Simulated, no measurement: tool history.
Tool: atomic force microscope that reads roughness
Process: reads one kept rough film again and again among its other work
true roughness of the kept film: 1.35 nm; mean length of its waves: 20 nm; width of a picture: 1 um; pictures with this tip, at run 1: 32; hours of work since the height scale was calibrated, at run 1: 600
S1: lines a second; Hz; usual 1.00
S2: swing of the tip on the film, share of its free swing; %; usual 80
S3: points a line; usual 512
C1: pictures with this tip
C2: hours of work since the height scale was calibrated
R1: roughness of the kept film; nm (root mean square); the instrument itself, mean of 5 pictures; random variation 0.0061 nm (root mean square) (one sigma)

run	hour	S1	S2	S3	C1	C2	R1
1	0.0	1.00	80	512	32	600	1.135
2	38.9	1.00	80	512	79	615	1.153
3	76.4	1.00	80	512	125	630	1.151
4	107.1	1.00	80	512	162	643	1.143
5	137.9	1.00	80	512	200	655	1.148
# hour 141.4: new tip fitted
6	181.4	1.00	80	522	49	673	1.139
7	206.6	3.52	80	512	80	683	0.997
8	230.5	3.52	80	512	109	692	0.986
9	250.0	3.52	80	512	133	700	0.981
10	267.9	3.52	80	512	155	708	0.984
11	298.7	3.52	80	512	192	720	1.001
# hour 309.2: new tip fitted
12	321.7	3.52	80	512	16	729	0.982
13	340.8	1.00	80	512	39	737	1.140
14	369.5	1.00	80	512	74	748	1.147
15	394.7	2.40	80	943	104	758	1.062
16	415.4	0.50	62	512	130	767	1.207
17	458.5	0.50	62	512	182	784	1.215
# hour 476.7: new tip fitted
18	485.5	0.50	62	512	11	795	1.208
19	508.3	1.13	63	512	38	804	1.196
20	529.7	1.13	63	512	64	813	1.184
21	567.2	1.00	66	512	110	828	1.170
22	585.0	1.98	57	459	132	835	1.177
23	612.5	1.00	57	551	165	846	1.205
# hour 643.1: new tip fitted
24	647.9	0.94	57	681	6	860	1.216
25	674.0	0.54	78	681	38	871	1.197
26	701.3	2.46	73	488	71	882	1.106
27	729.9	2.46	73	488	106	893	1.094
28	761.8	1.18	61	511	145	906	1.183

5 ways to go on from here, each from the tool as it stands after run 28. What would each give?
A	794.9	2.22	80	541	185	920	?
B	794.9	0.75	61	339	185	920	?
C	794.9	1.90	88	619	185	920	?
D	794.9	2.86	71	400	185	920	?
E	794.9	3.01	70	922	185	920	?

run	R1
A	1.072
B	1.191
C	1.039
D	1.080
E	1.094
Without the tool's hidden state the same runs would have given:
run	R1
A	1.074
B	1.194
C	1.041
D	1.083
E	1.097
